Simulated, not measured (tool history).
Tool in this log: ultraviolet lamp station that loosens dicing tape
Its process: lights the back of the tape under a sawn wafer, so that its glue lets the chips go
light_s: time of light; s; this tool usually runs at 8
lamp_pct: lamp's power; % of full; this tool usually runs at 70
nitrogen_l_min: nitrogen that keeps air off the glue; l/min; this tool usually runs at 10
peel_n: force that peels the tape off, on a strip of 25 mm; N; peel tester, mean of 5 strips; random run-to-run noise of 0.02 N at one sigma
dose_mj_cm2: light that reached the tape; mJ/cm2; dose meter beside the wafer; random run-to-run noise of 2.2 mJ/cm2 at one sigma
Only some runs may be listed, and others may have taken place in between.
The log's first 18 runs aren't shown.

run,hour,light_s,lamp_pct,nitrogen_l_min,hours of work of the lamp,hours of work since the window was cleaned,peel_n,dose_mj_cm2
19,214,14,70,7,208,28,0.555,307
20,230.5,5,70,10,215,35,2.569,110
# hour 243.7: window cleaned of glue's vapour, once more
21,245.3,5,88,4,221,1,2.991,142
22,253.6,10,76,13,224,4,0.499,249
23,264,10,76,13,228,8,0.509,246
24,278.4,6,60,10,234,14,2.54,115
25,285.9,6,60,10,237,17,2.434,116
26,302.6,8,87,10,244,24,0.82,223
27,314.4,8,87,10,249,29,0.796,220
28,327.5,5,84,5,254,34,2.941,139
29,338.6,8,70,8,259,38,1.404,178
30,353.7,8,70,8,265,45,1.512,182
31,363.7,13,70,10,269,49,0.432,287
32,374.3,13,70,10,273,53,0.45,286
33,386.9,8,95,10,278,58,0.68,235
34,400.2,13,86,10,284,63,0.271,347
35,413.2,6,82,4,289,69,2.761,149
36,429.3,6,82,4,295,75,2.764,151
37,445,6,81,19,302,82,1.182,152
38,457.3,8,92,15,307,87,0.55,227
39,474.7,5,70,10,314,94,2.687,106
40,489.8,5,70,10,320,100,2.689,108

Alternative continuations, all from the tool just after run 40; predict every row:
A,506.3,8,70,10,327,106,?,?
B,506.3,7,85,5,327,106,?,?
C,506.3,10,70,7,327,106,?,?
D,506.3,8,84,5,327,106,?,?
E,506.3,8,70,10,327,106,?,?

run,peel_n,dose_mj_cm2
A,1.376,169
B,1.915,182
C,1.211,208
D,1.657,203
E,1.402,170
Stripped of hidden state, with their random variation kept, the same runs would have yielded:
run,peel_n,dose_mj_cm2
A,0.973,203
B,1.439,218
C,0.838,250
D,1.208,244
E,0.992,203
